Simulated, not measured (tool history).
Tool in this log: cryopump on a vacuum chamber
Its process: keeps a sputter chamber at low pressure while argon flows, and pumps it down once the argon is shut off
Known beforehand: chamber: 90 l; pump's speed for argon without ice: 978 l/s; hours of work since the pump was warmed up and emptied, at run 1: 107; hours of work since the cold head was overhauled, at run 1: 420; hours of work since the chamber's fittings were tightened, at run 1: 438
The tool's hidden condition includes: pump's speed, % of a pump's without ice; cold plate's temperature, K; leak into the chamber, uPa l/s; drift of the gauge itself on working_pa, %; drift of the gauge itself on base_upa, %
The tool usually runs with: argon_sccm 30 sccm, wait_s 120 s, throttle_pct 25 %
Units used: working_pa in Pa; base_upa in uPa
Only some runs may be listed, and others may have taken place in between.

run,hour,argon_sccm,wait_s,throttle_pct,hours of work since the pump was warmed up and emptied,hours of work since the cold head was overhauled,hours of work since the chamber's fittings were tightened,working_pa,base_upa
1,0.0,30,120,25,107,420,438,0.2145,2.46
2,24.5,37,120,25,120,433,451,0.2653,2.55
3,48.9,37,120,25,132,446,464,0.2667,2.60
4,65.8,37,120,25,141,454,472,0.2683,2.69
5,90.8,37,120,25,154,468,485,0.2671,2.73
6,115.4,37,120,25,167,480,498,0.2711,2.86
7,136.2,37,120,25,178,491,509,0.2715,2.89
8,150.7,30,34,25,185,499,516,0.2218,3.65
9,167.4,30,83,25,194,507,525,0.2197,3.28
10,192.7,30,23,25,207,521,538,0.2235,4.41
11,209.7,30,120,25,216,529,547,0.2242,3.18
12,228.2,30,120,25,226,539,557,0.2230,3.27
13,246.3,30,120,25,235,548,566,0.2254,3.34
14,265.8,30,120,25,245,559,576,0.2275,3.46
15,290.9,30,120,25,258,572,589,0.2272,3.64
16,314.5,30,120,25,271,584,602,0.2280,3.61
17,326.5,30,23,25,277,590,608,0.2290,4.94
18,340.1,50,120,25,284,597,615,0.3835,3.81
19,352.6,27,206,25,290,604,622,0.2083,3.72
20,376.4,30,38,45,303,616,634,0.1387,4.55
# hour 392.1: pump warmed up, emptied and cooled again
21,405.3,30,120,16,7,629,646,0.3229,2.92
22,416.9,30,260,54,13,635,652,0.0962,2.79
23,427.4,30,260,54,18,640,658,0.0967,2.85
24,446.4,21,120,45,28,650,668,0.0818,3.04
25,458.4,21,120,45,34,656,674,0.0832,3.06
26,481.3,17,25,28,46,668,686,0.1069,4.25
27,497.8,19,120,25,55,677,694,0.1338,3.20
28,521.8,19,120,25,67,689,707,0.1339,3.29
29,547.2,30,24,50,81,702,720,0.1098,4.48
30,565.8,30,24,50,90,712,730,0.1100,4.67
31,585.1,24,39,15,100,722,740,0.2813,4.13
32,600.3,20,120,32,108,730,748,0.1126,3.63
33,616.9,32,30,25,117,739,756,0.2293,4.52
34,629.1,15,141,26,123,745,763,0.1032,3.67
35,639.8,15,141,15,129,751,768,0.1778,3.64

Hidden condition of the tool, last listed run before each entry between runs versus first listed run after:
Between runs 20 and 21: pump warmed up, emptied and cooled again (hour 392.1)
  pump's speed, % of a pump's without ice: 68.6 -> 99.2; cold plate's temperature, K: 12.51 -> 12.52; leak into the chamber, uPa l/s: 2479 -> 2519
  the result without the hidden state subtracted from the measured one, working_pa: +0.0243 -> +0.0010 Pa; base_upa: +3.37 -> +2.33 uPa
